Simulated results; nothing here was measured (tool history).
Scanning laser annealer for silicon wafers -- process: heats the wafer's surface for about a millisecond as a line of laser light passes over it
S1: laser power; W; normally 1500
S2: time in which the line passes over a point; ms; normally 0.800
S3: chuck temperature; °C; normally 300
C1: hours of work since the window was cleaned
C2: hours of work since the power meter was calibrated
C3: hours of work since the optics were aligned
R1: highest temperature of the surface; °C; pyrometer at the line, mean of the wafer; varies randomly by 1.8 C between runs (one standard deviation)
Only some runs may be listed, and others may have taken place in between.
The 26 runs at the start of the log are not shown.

run,day,S1,S2,S3,C1,C2,C3,R1
27,8.746,1588,0.704,278,14,298,571,981
28,9.204,1588,0.704,278,22,305,579,982
29,9.471,1493,0.726,300,26,310,583,964
30,9.821,1496,0.686,300,32,315,589,939
31,10.017,1320,0.746,333,35,319,593,915
32,10.388,1594,0.683,333,41,325,599,1024
33,10.762,1360,0.760,326,48,331,605,935
34,11.108,1361,0.786,300,54,337,611,919
35,11.517,1492,0.601,296,60,344,618,884

Branching from run 35: 3 alternative next runs. What would each branch give?
A,11.871,1280,0.958,302,66,350,624,?
B,11.871,1275,0.711,264,66,350,624,?
C,11.871,1601,0.669,290,66,350,624,?

run,R1
A,947
B,801
C,976
With the hidden condition removed and each run's random variation left untouched, the same runs would have given:
run,R1
A,956
B,809
C,985

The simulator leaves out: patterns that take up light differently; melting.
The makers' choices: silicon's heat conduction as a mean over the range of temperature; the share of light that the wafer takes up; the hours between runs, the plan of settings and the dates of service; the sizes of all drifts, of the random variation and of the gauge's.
